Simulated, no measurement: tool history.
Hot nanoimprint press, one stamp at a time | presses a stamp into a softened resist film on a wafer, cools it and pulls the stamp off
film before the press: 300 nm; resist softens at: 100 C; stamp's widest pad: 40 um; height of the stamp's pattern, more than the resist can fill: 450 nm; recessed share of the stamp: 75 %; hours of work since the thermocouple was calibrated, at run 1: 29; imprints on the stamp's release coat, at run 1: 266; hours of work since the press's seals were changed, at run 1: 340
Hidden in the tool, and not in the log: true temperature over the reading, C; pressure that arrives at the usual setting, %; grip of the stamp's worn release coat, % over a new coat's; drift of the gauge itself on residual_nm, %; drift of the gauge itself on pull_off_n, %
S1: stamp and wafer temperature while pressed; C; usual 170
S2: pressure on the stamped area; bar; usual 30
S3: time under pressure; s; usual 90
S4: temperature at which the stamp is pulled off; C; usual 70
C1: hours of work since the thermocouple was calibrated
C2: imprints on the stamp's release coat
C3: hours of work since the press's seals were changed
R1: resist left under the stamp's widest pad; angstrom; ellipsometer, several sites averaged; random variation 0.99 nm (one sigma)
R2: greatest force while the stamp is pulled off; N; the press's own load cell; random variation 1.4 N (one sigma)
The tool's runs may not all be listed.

Run 1, hour 0: usual settings; C1 29; C2 266; C3 340. Result: R1 1437 angstrom, R2 139 N.
Run 2, hour 18.5: usual settings but S2 35.2 bar; C1 42; C2 315; C3 354. Result: R1 1348 angstrom, R2 137 N.
Run 3, hour 35.6: usual settings; C1 55; C2 361; C3 366. Result: R1 1450 angstrom, R2 141 N.
Run 4, hour 46.7: usual settings; C1 64; C2 391; C3 375. Result: R1 1454 angstrom, R2 138 N.
Run 5, hour 59.6: usual settings but S3 53 s; C1 73; C2 425; C3 385. Result: R1 1746 angstrom, R2 139 N.
Run 6, hour 74.5: usual settings but S3 53 s; C1 85; C2 465; C3 396. Result: R1 1746 angstrom, R2 141 N.
Run 7, hour 86.7: usual settings but S3 53 s; C1 94; C2 498; C3 405. Result: R1 1722 angstrom, R2 141 N.
Run 8, hour 105.8: usual settings but S3 53 s, S4 57 C; C1 108; C2 549; C3 419. Result: R1 1729 angstrom, R2 168 N.
Run 9, hour 114.2: usual settings but S3 53 s, S4 57 C; C1 114; C2 571; C3 426. Result: R1 1753 angstrom, R2 171 N.
Run 10, hour 124.4: usual settings but S3 53 s, S4 57 C; C1 122; C2 599; C3 433. Result: R1 1727 angstrom, R2 168 N.
Run 11, hour 135.5: usual settings; C1 130; C2 628; C3 442. Result: R1 1443 angstrom, R2 145 N.
Run 12, hour 149.5: usual settings but S4 57 C; C1 141; C2 666; C3 452. Result: R1 1483 angstrom, R2 168 N.
Run 13, hour 167.3: usual settings but S2 25.4 bar, S3 46 s, S4 57 C; C1 154; C2 714; C3 465. Result: R1 1927 angstrom, R2 168 N.
Run 14, hour 185.4: usual settings but S2 25.4 bar, S3 76 s, S4 57 C; C1 168; C2 762; C3 479. Result: R1 1672 angstrom, R2 168 N.
At hour 195.5: stamp cleaned and given a new release coat.
Run 15, hour 199.9: usual settings but S1 172 C, S2 31.5 bar, S3 121 s; C1 174; C2 12; C3 485. Result: R1 1137 angstrom, R2 132 N.
Run 16, hour 214.8: usual settings but S1 172 C, S2 31.5 bar, S3 121 s; C1 185; C2 52; C3 497. Result: R1 1144 angstrom, R2 137 N.
Run 17, hour 224.3: usual settings but S1 160 C; C1 193; C2 77; C3 504. Result: R1 2341 angstrom, R2 136 N.
Run 18, hour 234: usual settings but S1 164 C, S3 146 s; C1 200; C2 103; C3 511. Result: R1 1702 angstrom, R2 136 N.
Run 19, hour 251.9: usual settings but S1 164 C, S3 146 s; C1 213; C2 151; C3 524. Result: R1 1710 angstrom, R2 134 N.
Run 20, hour 262: usual settings but S1 166 C, S2 36 bar, S3 146 s, S4 58 C; C1 221; C2 178; C3 532. Result: R1 1412 angstrom, R2 159 N.
Run 21, hour 270.3: usual settings but S1 159 C, S4 68 C; C1 227; C2 200; C3 538. Result: R1 2380 angstrom, R2 139 N.
Run 22, hour 284.9: usual settings but S1 172 C, S3 62 s; C1 238; C2 239; C3 549. Result: R1 1533 angstrom, R2 138 N.
Run 23, hour 302.7: usual settings but S1 172 C, S3 66 s; C1 251; C2 287; C3 563. Result: R1 1501 angstrom, R2 138 N.
Run 24, hour 314.6: usual settings but S2 21.3 bar; C1 260; C2 319; C3 572. Result: R1 1696 angstrom, R2 141 N.

Forecast each of these 5 alternatives for the next run:
Run A, hour 331.3: usual settings but S2 35.3 bar; C1 273; C2 363; C3 584. Result: R1 ?, R2 ?.
Run B, hour 331.3: usual settings but S2 46.3 bar, S4 57 C; C1 273; C2 363; C3 584. Result: R1 ?, R2 ?.
Run C, hour 331.3: usual settings but S2 25.3 bar, S3 95 s, S4 63 C; C1 273; C2 363; C3 584. Result: R1 ?, R2 ?.
Run D, hour 331.3: usual settings but S1 180 C, S2 21.3 bar, S3 170 s, S4 56 C; C1 273; C2 363; C3 584. Result: R1 ?, R2 ?.
Run E, hour 331.3: usual settings but S2 21.3 bar, S3 51 s; C1 273; C2 363; C3 584. Result: R1 ?, R2 ?.

run    R1   R2
  A  1387  141
  B  1233  163
  C  1557  156
  D   759  171
  E  2014  138
Without the tool's hidden state the same runs would have given:
run    R1   R2
  A  1326  134
  B  1172  156
  C  1497  149
  D   728  163
  E  1956  132
